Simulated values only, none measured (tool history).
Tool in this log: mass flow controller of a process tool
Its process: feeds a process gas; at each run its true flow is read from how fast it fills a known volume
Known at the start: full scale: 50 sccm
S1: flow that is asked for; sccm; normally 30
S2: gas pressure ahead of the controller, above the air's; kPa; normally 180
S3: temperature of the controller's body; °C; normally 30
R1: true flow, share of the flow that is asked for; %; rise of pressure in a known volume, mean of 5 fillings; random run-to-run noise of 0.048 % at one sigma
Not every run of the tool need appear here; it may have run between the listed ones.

Run 1, day 0.000: usual settings. Result: R1 100.58 %.
Run 2, day 4.188: usual settings. Result: R1 100.63 %.
Run 3, day 7.033: usual settings but S2 246 kPa. Result: R1 100.89 %.
Run 4, day 10.571: usual settings but S2 246 kPa. Result: R1 100.92 %.
Run 5, day 13.571: usual settings. Result: R1 100.67 %.
Run 6, day 18.333: usual settings. Result: R1 100.62 %.
Run 7, day 23.371: usual settings. Result: R1 100.68 %.
Run 8, day 29.600: usual settings. Result: R1 100.66 %.
At day 30.146: controller's zero set anew.
Run 9, day 34.988: usual settings. Result: R1 101.13 %.
Run 10, day 39.871: usual settings. Result: R1 101.28 %.
Run 11, day 42.533: usual settings. Result: R1 101.20 %.
Run 12, day 47.100: usual settings. Result: R1 101.28 %.
Run 13, day 51.133: usual settings. Result: R1 101.35 %.
Run 14, day 55.225: usual settings but S1 34 sccm, S2 163 kPa, S3 25 °C. Result: R1 100.87 %.
Run 15, day 61.138: usual settings but S1 34 sccm, S2 163 kPa, S3 25 °C. Result: R1 100.84 %.
At day 65.912: controller's zero set anew, once more.
Run 16, day 67.162: usual settings but S1 34 sccm, S2 163 kPa, S3 25 °C. Result: R1 99.56 %.
Run 17, day 71.483: usual settings but S1 34 sccm, S2 163 kPa, S3 25 °C. Result: R1 99.55 %.
Run 18, day 77.725: usual settings but S1 34 sccm, S2 163 kPa, S3 25 °C. Result: R1 99.50 %.
Run 19, day 82.479: usual settings but S1 27 sccm, S3 37 °C. Result: R1 100.09 %.
Run 20, day 87.767: usual settings but S1 27 sccm, S3 37 °C. Result: R1 100.06 %.
Run 21, day 90.908: usual settings but S2 232 kPa. Result: R1 99.97 %.
Run 22, day 95.842: usual settings but S2 232 kPa. Result: R1 99.97 %.
Run 23, day 98.767: usual settings but S3 32 °C. Result: R1 99.93 %.
Run 24, day 102.762: usual settings but S3 33 °C. Result: R1 99.99 %.
Run 25, day 106.825: usual settings but S1 41 sccm, S2 275 kPa. Result: R1 100.20 %.
Run 26, day 111.125: usual settings but S2 143 kPa, S3 28 °C. Result: R1 99.61 %.

Alternative continuations, all from the tool just after run 26; predict every row:
Run A, day 114.029: usual settings but S1 6 sccm, S2 143 kPa, S3 28 °C. Result: R1 ?.
Run B, day 114.029: usual settings but S1 32 sccm, S2 150 kPa, S3 21 °C. Result: R1 ?.
Run C, day 114.029: usual settings but S1 34 sccm, S2 143 kPa, S3 28 °C. Result: R1 ?.

run      R1
  A  100.46
  B   99.38
  C   99.71
Take away the tool's hidden state, keep each run's random variation, and the runs would have read:
run     R1
  A  99.56
  B  99.51
  C  99.86

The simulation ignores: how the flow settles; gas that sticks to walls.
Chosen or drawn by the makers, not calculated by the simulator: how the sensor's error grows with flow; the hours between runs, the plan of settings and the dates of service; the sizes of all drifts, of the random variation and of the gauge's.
